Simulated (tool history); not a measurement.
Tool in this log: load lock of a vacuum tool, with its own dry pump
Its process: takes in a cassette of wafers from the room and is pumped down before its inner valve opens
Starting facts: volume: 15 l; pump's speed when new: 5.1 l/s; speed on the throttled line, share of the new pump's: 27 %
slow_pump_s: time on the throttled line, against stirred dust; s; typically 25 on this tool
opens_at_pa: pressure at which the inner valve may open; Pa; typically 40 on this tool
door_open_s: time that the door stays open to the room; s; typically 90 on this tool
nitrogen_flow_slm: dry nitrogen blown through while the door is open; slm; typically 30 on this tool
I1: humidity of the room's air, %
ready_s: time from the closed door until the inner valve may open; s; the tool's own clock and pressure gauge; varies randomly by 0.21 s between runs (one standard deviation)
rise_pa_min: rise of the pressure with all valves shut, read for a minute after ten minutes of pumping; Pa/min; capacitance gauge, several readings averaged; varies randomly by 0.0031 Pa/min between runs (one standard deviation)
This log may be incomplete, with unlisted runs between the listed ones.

run 1 hour=0 | slow_pump_s=25 opens_at_pa=40 door_open_s=90 nitrogen_flow_slm=30 | I1=45.9 | ready_s=40.9 rise_pa_min=0.088
run 2 hour=240.1 | slow_pump_s=25 opens_at_pa=40 door_open_s=90 nitrogen_flow_slm=30 | I1=47.4 | ready_s=40.9 rise_pa_min=0.093
run 3 hour=485.9 | slow_pump_s=25 opens_at_pa=40 door_open_s=58 nitrogen_flow_slm=30 | I1=47.4 | ready_s=40.6 rise_pa_min=0.074
run 4 hour=672.4 | slow_pump_s=25 opens_at_pa=40 door_open_s=58 nitrogen_flow_slm=30 | I1=46.5 | ready_s=40.8 rise_pa_min=0.07
run 5 hour=857.4 | slow_pump_s=25 opens_at_pa=40 door_open_s=58 nitrogen_flow_slm=30 | I1=43.3 | ready_s=40.8 rise_pa_min=0.07
run 6 hour=1076.1 | slow_pump_s=25 opens_at_pa=40 door_open_s=58 nitrogen_flow_slm=30 | I1=43.6 | ready_s=40.8 rise_pa_min=0.068
run 7 hour=1209.8 | slow_pump_s=25 opens_at_pa=40 door_open_s=58 nitrogen_flow_slm=30 | I1=40.4 | ready_s=40.8 rise_pa_min=0.063
run 8 hour=1347 | slow_pump_s=49 opens_at_pa=40 door_open_s=58 nitrogen_flow_slm=30 | I1=40.9 | ready_s=58.7 rise_pa_min=0.064
run 9 hour=1463.8 | slow_pump_s=49 opens_at_pa=40 door_open_s=58 nitrogen_flow_slm=29 | I1=46.3 | ready_s=58.9 rise_pa_min=0.074
run 10 hour=1630 | slow_pump_s=25 opens_at_pa=40 door_open_s=90 nitrogen_flow_slm=30 | I1=47 | ready_s=41.4 rise_pa_min=0.098
run 11 hour=1761.1 | slow_pump_s=25 opens_at_pa=40 door_open_s=90 nitrogen_flow_slm=30 | I1=41.5 | ready_s=41.2 rise_pa_min=0.083
run 12 hour=1939.4 | slow_pump_s=25 opens_at_pa=40 door_open_s=90 nitrogen_flow_slm=30 | I1=44.7 | ready_s=41.3 rise_pa_min=0.09
run 13 hour=2129.8 | slow_pump_s=25 opens_at_pa=40 door_open_s=198 nitrogen_flow_slm=30 | I1=44 | ready_s=41.3 rise_pa_min=0.139
run 14 hour=2335 | slow_pump_s=25 opens_at_pa=40 door_open_s=198 nitrogen_flow_slm=30 | I1=44.2 | ready_s=41.1 rise_pa_min=0.137
run 15 hour=2536.8 | slow_pump_s=25 opens_at_pa=40 door_open_s=198 nitrogen_flow_slm=30 | I1=45.4 | ready_s=41.3 rise_pa_min=0.145
run 16 hour=2733.6 | slow_pump_s=25 opens_at_pa=40 door_open_s=198 nitrogen_flow_slm=4 | I1=42.8 | ready_s=41.2 rise_pa_min=0.207
run 17 hour=2942 | slow_pump_s=13 opens_at_pa=32 door_open_s=116 nitrogen_flow_slm=7 | I1=45.4 | ready_s=33.1 rise_pa_min=0.148
run 18 hour=3126.3 | slow_pump_s=21 opens_at_pa=36 door_open_s=168 nitrogen_flow_slm=15 | I1=43.6 | ready_s=38.5 rise_pa_min=0.158
run 19 hour=3258.6 | slow_pump_s=25 opens_at_pa=70 door_open_s=223 nitrogen_flow_slm=21 | I1=44.8 | ready_s=39.6 rise_pa_min=0.172
run 20 hour=3483.1 | slow_pump_s=25 opens_at_pa=70 door_open_s=223 nitrogen_flow_slm=21 | I1=44.1 | ready_s=39.4 rise_pa_min=0.168
run 21 hour=3730.7 | slow_pump_s=25 opens_at_pa=70 door_open_s=223 nitrogen_flow_slm=21 | I1=44.4 | ready_s=39.5 rise_pa_min=0.168
run 22 hour=3976.1 | slow_pump_s=23 opens_at_pa=64 door_open_s=223 nitrogen_flow_slm=25 | I1=44.9 | ready_s=38.3 rise_pa_min=0.159
run 23 hour=4218.7 | slow_pump_s=23 opens_at_pa=69 door_open_s=163 nitrogen_flow_slm=33 | I1=45.2 | ready_s=37.7 rise_pa_min=0.117
run 24 hour=4320.3 | slow_pump_s=23 opens_at_pa=69 door_open_s=163 nitrogen_flow_slm=33 | I1=41.8 | ready_s=37.8 rise_pa_min=0.112
run 25 hour=4494.3 | slow_pump_s=23 opens_at_pa=69 door_open_s=163 nitrogen_flow_slm=33 | I1=44 | ready_s=37.8 rise_pa_min=0.115
run 26 hour=4697.6 | slow_pump_s=23 opens_at_pa=69 door_open_s=163 nitrogen_flow_slm=33 | I1=44.4 | ready_s=37.9 rise_pa_min=0.116
run 27 hour=4821 | slow_pump_s=21 opens_at_pa=62 door_open_s=59 nitrogen_flow_slm=24 | I1=43.6 | ready_s=36.7 rise_pa_min=0.075
run 28 hour=4931.5 | slow_pump_s=21 opens_at_pa=62 door_open_s=204 nitrogen_flow_slm=24 | I1=45 | ready_s=37.2 rise_pa_min=0.151
run 29 hour=5083.8 | slow_pump_s=21 opens_at_pa=40 door_open_s=90 nitrogen_flow_slm=9 | I1=44.7 | ready_s=38.1 rise_pa_min=0.127
run 30 hour=5190.8 | slow_pump_s=15 opens_at_pa=40 door_open_s=78 nitrogen_flow_slm=30 | I1=45.3 | ready_s=33.9 rise_pa_min=0.087

Put back what was entered between runs (1 entry, withheld): which listed runs does each sit between, and how does the hidden state differ from the listed run before to the listed run after?
From run 9 to run 10: door's seal changed, seat wiped (hour 1630)
  leak at the door's seal, Pa l/s: 0.0024 -> 0.002

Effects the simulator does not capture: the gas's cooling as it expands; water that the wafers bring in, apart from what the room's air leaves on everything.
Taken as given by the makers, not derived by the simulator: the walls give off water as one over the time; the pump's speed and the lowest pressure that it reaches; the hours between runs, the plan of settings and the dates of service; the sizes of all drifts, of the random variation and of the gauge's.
